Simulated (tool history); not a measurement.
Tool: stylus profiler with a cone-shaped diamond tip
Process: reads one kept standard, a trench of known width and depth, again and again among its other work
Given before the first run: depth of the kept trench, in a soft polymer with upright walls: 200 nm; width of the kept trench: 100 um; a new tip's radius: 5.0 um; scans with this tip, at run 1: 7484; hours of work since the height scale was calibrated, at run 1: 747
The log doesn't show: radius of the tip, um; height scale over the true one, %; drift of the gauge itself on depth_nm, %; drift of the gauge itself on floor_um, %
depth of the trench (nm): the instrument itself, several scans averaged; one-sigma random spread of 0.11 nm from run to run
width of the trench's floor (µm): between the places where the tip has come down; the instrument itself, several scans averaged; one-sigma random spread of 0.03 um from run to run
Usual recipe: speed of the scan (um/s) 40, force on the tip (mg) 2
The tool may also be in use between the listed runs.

| run | hour | speed of the scan (um/s) | force on the tip (mg) | scans with this tip | hours of work since the height scale was calibrated | depth of the trench (nm) | width of the trench's floor (µm) |
|---|---|---|---|---|---|---|---|
| 1 | 0 | 40 | 2 | 7484 | 747 | 202.87 | 96.43 |
| 2 | 107.7 | 40 | 2 | 7932 | 792 | 203 | 96.41 |
| 3 | 204.2 | 40 | 2 | 8333 | 832 | 202.85 | 96.34 |
| 4 | 327.6 | 40 | 2 | 8846 | 883 | 203.11 | 96.33 |
| 5 | 399.7 | 40 | 2 | 9145 | 913 | 203.01 | 96.26 |
| 6 | 509.6 | 58 | 2 | 9602 | 958 | 203.24 | 96.18 |
| 7 | 655.2 | 58 | 2 | 10207 | 1019 | 203.31 | 96.14 |
| 8 | 727.3 | 40 | 2 | 10507 | 1049 | 203.52 | 96.16 |
| 9 | 787.6 | 40 | 2 | 10757 | 1074 | 203.1 | 96.17 |
| 10 | 868.6 | 40 | 2 | 11094 | 1107 | 203.27 | 96.14 |
| 11 | 960.3 | 40 | 2 | 11474 | 1145 | 203.37 | 96.08 |
| 12 | 1075 | 40 | 2 | 11951 | 1193 | 203.52 | 96.13 |
| 13 | 1190.3 | 86 | 2 | 12430 | 1241 | 203.35 | 95.87 |
| 14 | 1329.8 | 129 | 1.38 | 13010 | 1299 | 203.13 | 95.61 |
| 15 | 1396.4 | 38 | 1.38 | 13286 | 1326 | 203.08 | 95.95 |
| 16 | 1517.4 | 18 | 2.51 | 13789 | 1376 | 203.96 | 96 |
| 17 | 1599.8 | 18 | 2.51 | 14132 | 1411 | 203.93 | 96 |
|  | 1608.5 | height scale calibrated on a step standard |
| 18 | 1670.7 | 40 | 2.24 | 14424 | 26 | 202.18 | 95.94 |
| 19 | 1769.6 | 40 | 2.24 | 14835 | 67 | 202.34 | 95.92 |

Alternative continuations, all from the tool just after run 19; predict every row:
| A | 1847 | 17 | 1.26 | 15156 | 99 | ? | ? |
| B | 1847 | 40 | 1.24 | 15156 | 99 | ? | ? |
| C | 1847 | 98 | 2.13 | 15156 | 99 | ? | ? |

| run | depth of the trench (nm) | width of the trench's floor (µm) |
|---|---|---|
| A | 201.7 | 95.94 |
| B | 201.65 | 95.8 |
| C | 202.3 | 95.68 |
Stripped of hidden state, with their random variation kept, the same runs would have yielded:
| run | depth of the trench (nm) | width of the trench's floor (µm) |
|---|---|---|
| A | 201.65 | 97.14 |
| B | 201.59 | 97 |
| C | 202.24 | 96.88 |
